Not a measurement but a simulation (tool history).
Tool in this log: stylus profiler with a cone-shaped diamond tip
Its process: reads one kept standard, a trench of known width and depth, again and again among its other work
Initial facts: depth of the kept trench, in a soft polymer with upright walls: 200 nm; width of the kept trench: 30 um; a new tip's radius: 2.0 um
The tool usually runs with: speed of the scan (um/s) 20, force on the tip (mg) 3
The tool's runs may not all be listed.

| run | hour | speed of the scan (um/s) | force on the tip (mg) | depth of the trench (Å) | width of the trench's floor (nm) |
|---|---|---|---|---|---|
| 1 | 0 | 20 | 3 | 2013.3 | 28070 |
| 2 | 51.8 | 20 | 3 | 2014 | 28020 |
| 3 | 107.8 | 20 | 3 | 2011 | 27980 |
| 4 | 180.5 | 20 | 3 | 2012.6 | 27950 |
| 5 | 240.9 | 20 | 3 | 2014.5 | 27940 |
| 6 | 316.7 | 62 | 3 | 2012.8 | 27760 |
| 7 | 391.7 | 20 | 3 | 2012.3 | 27840 |
| 8 | 449.8 | 20 | 3 | 2013.7 | 27880 |
| 9 | 503.9 | 20 | 3 | 2012 | 27820 |
| 10 | 546.6 | 20 | 3 | 2012.8 | 27800 |
| 11 | 597 | 20 | 3 | 2010.5 | 27780 |
| 12 | 660.3 | 20 | 3 | 2011.6 | 27750 |
| 13 | 707 | 20 | 3 | 2014.5 | 27760 |
| 14 | 746.8 | 20 | 3 | 2012.1 | 27670 |
| 15 | 789.7 | 20 | 4.04 | 2014.7 | 27670 |
| 16 | 825.8 | 47 | 1.76 | 2008.5 | 27460 |
|  | 830.3 | height scale calibrated on a step standard |
| 17 | 877.3 | 47 | 1.76 | 2006.6 | 27410 |
| 18 | 940.5 | 30 | 7.08 | 2020.4 | 27610 |
| 19 | 975.6 | 8 | 1.58 | 2003.7 | 27660 |
| 20 | 1030.6 | 8 | 1.58 | 2005.1 | 27590 |
| 21 | 1074.7 | 11 | 2.23 | 2009.3 | 27530 |
| 22 | 1140.3 | 11 | 2.23 | 2007.9 | 27490 |
| 23 | 1174 | 41 | 4.98 | 2018.9 | 27450 |
| 24 | 1223.6 | 41 | 1.68 | 2004.7 | 27360 |
| 25 | 1258.5 | 5 | 1.99 | 2004.1 | 27490 |

Below are 5 alternative next runs, each starting from the tool's condition after run 25. Predict each:
|  | 1317 | height scale calibrated on a step standard, once more |
| A | 1337.6 | 16 | 4.28 | ? | ? |
|  | 1317 | height scale calibrated on a step standard, once more |
| B | 1337.6 | 65 | 3.23 | ? | ? |
|  | 1317 | height scale calibrated on a step standard, once more |
| C | 1337.6 | 34 | 1.22 | ? | ? |
|  | 1317 | height scale calibrated on a step standard, once more |
| D | 1337.6 | 25 | 8.23 | ? | ? |
|  | 1317 | height scale calibrated on a step standard, once more |
| E | 1337.6 | 10 | 3 | ? | ? |

| run | depth of the trench (Å) | width of the trench's floor (nm) |
|---|---|---|
| A | 2016.8 | 27450 |
| B | 2015.7 | 27310 |
| C | 2011.3 | 27330 |
| D | 2033 | 27490 |
| E | 2015.7 | 27480 |
Take away the tool's hidden state, keep each run's random variation, and the runs would have read:
| run | depth of the trench (Å) | width of the trench's floor (nm) |
|---|---|---|
| A | 2015.6 | 28180 |
| B | 2014.5 | 28050 |
| C | 2010.1 | 28060 |
| D | 2031.7 | 28220 |
| E | 2014.5 | 28210 |
